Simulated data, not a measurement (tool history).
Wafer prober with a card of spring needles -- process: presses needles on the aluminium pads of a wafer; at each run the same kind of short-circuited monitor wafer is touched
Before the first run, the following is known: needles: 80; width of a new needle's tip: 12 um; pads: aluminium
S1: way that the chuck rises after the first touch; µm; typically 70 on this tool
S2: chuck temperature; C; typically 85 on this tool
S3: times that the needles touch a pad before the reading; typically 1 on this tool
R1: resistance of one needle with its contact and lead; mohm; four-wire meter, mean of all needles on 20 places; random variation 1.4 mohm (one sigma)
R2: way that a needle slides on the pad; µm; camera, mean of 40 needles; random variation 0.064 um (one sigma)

run,hour,S1,S2,S3,R1,R2
1,0,70,85,1,120,14.01
# hour 1.7: tips cleaned on abrasive film
# hour 13.8: tips cleaned on abrasive film
2,18.6,70,85,1,120,14.05
# hour 26.5: tips cleaned on abrasive film
3,32.9,70,85,1,120,13.9
# hour 38.9: tips cleaned on abrasive film
4,46.1,70,85,1,118,13.97
# hour 51.3: tips cleaned on abrasive film
5,56.7,62,85,1,121,12.39
# hour 63.1: tips cleaned on abrasive film
6,71.4,70,85,1,120,13.89
# hour 75.1: tips cleaned on abrasive film
7,83.7,70,85,1,121,13.79
# hour 87.6: tips cleaned on abrasive film
8,97,70,44,1,113,13.93
# hour 99.6: tips cleaned on abrasive film
9,107.8,70,44,1,115,13.95
# hour 112.3: tips cleaned on abrasive film
10,117.7,87,85,1,116,17.26
# hour 125.2: tips cleaned on abrasive film
11,127.7,87,85,1,118,17.26
# hour 137.9: tips cleaned on abrasive film
12,140.8,87,85,1,118,17.35
# hour 150.2: tips cleaned on abrasive film
13,151.3,53,85,1,123,10.52
14,160.8,53,85,1,123,10.57
# hour 162.4: tips cleaned on abrasive film
# hour 174.2: tips cleaned on abrasive film
15,174.2,53,70,2,119,10.5
# hour 186.9: tips cleaned on abrasive film
16,190.7,53,70,2,122,10.42
# hour 199.8: tips cleaned on abrasive film
17,204.1,77,66,2,114,15.33
# hour 211.8: tips cleaned on abrasive film
18,218.3,59,39,2,115,11.59
# hour 224.8: tips cleaned on abrasive film
19,232.9,53,122,1,126,10.43
# hour 237.5: tips cleaned on abrasive film
20,245.1,53,122,1,127,10.45
# hour 250: tips cleaned on abrasive film
21,254.4,53,122,1,129,10.39
# hour 261.8: tips cleaned on abrasive film
22,266.1,53,122,1,128,10.46
# hour 273.6: tips cleaned on abrasive film
23,278,74,70,1,115,14.51
# hour 286: tips cleaned on abrasive film
24,292.1,70,37,1,111,13.71
# hour 293.3: gauge calibrated
# hour 298.6: tips cleaned on abrasive film
25,308.1,55,37,1,114,11.11
# hour 310.6: tips cleaned on abrasive film
26,321.2,55,37,1,117,11.11
# hour 322.5: tips cleaned on abrasive film
# hour 335.1: tips cleaned on abrasive film
27,335.6,73,78,1,116,14.47
28,346.1,86,106,1,120,17.11

Branching from run 28: 4 alternative next runs. What would each branch give?
# hour 347: tips cleaned on abrasive film
# hour 359.6: tips cleaned on abrasive film
A,364.6,86,29,2,?,?
# hour 347: tips cleaned on abrasive film
# hour 359.6: tips cleaned on abrasive film
B,364.6,65,43,1,?,?
# hour 347: tips cleaned on abrasive film
# hour 359.6: tips cleaned on abrasive film
C,364.6,83,105,1,?,?
# hour 347: tips cleaned on abrasive film
# hour 359.6: tips cleaned on abrasive film
D,364.6,70,39,3,?,?

run,R1,R2
A,110,17.18
B,112,12.99
C,118,16.62
D,112,13.94
Without the tool's unlogged condition, the same runs would have read:
run,R1,R2
A,110,17.29
B,112,13.07
C,118,16.72
D,112,14.03
